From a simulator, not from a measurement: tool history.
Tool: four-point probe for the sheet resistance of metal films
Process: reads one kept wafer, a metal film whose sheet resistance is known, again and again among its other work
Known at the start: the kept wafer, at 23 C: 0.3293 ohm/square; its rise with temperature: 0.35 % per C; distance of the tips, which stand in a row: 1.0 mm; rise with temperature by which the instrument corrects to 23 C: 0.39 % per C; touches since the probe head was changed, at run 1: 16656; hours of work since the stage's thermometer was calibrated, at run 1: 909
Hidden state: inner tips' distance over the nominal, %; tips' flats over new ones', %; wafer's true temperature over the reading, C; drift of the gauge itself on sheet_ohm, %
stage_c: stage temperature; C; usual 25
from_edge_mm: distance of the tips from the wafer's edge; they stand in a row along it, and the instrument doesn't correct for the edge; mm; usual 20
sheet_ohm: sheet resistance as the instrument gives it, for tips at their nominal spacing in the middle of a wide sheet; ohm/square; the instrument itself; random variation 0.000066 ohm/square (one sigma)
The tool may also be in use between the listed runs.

run,day,stage_c,from_edge_mm,touches since the probe head was changed,hours of work since the stage's thermometer was calibrated,sheet_ohm
1,0,25,20,16656,909,0.32999
2,1.5,25,20,17839,936,0.329869
3,3.142,25,5,19135,966,0.336294
4,4.783,25,5,20429,995,0.336386
5,6.458,25,5,21750,1026,0.336294
6,7.388,25,20,22485,1042,0.329713
7,8.512,25,20,23370,1062,0.32976
8,9.504,33,20,24152,1080,0.328597
9,10.938,27,20,25284,1106,0.329404
10,11.875,27,20,26022,1123,0.329369
11,13.433,20,20,27252,1151,0.330307
12,14.779,20,20,28315,1175,0.330159
13,15.658,22,3,29007,1191,0.348105
14,17.062,22,3,30114,1216,0.347985
15,17.842,19,5,30730,1230,0.336769
16,18.958,19,5,31610,1250,0.33684
17,20.371,25,21,32726,1276,0.329425
18,21.517,19,8,33628,1296,0.332537
19,22.858,19,8,34687,1320,0.332482
20,24.425,23,38,35924,1349,0.329367
21,26.225,23,38,37343,1381,0.329299

3 ways to go on from here, each from the tool as it stands after run 21. What would each give?
A,27.871,34,4,38642,1411,?
B,27.871,30,38,38642,1411,?
C,27.871,19,70,38642,1411,?

run,sheet_ohm
A,0.338449
B,0.328455
C,0.329647
Without the tool's hidden state the same runs would have given:
run,sheet_ohm
A,0.338649
B,0.328655
C,0.329869
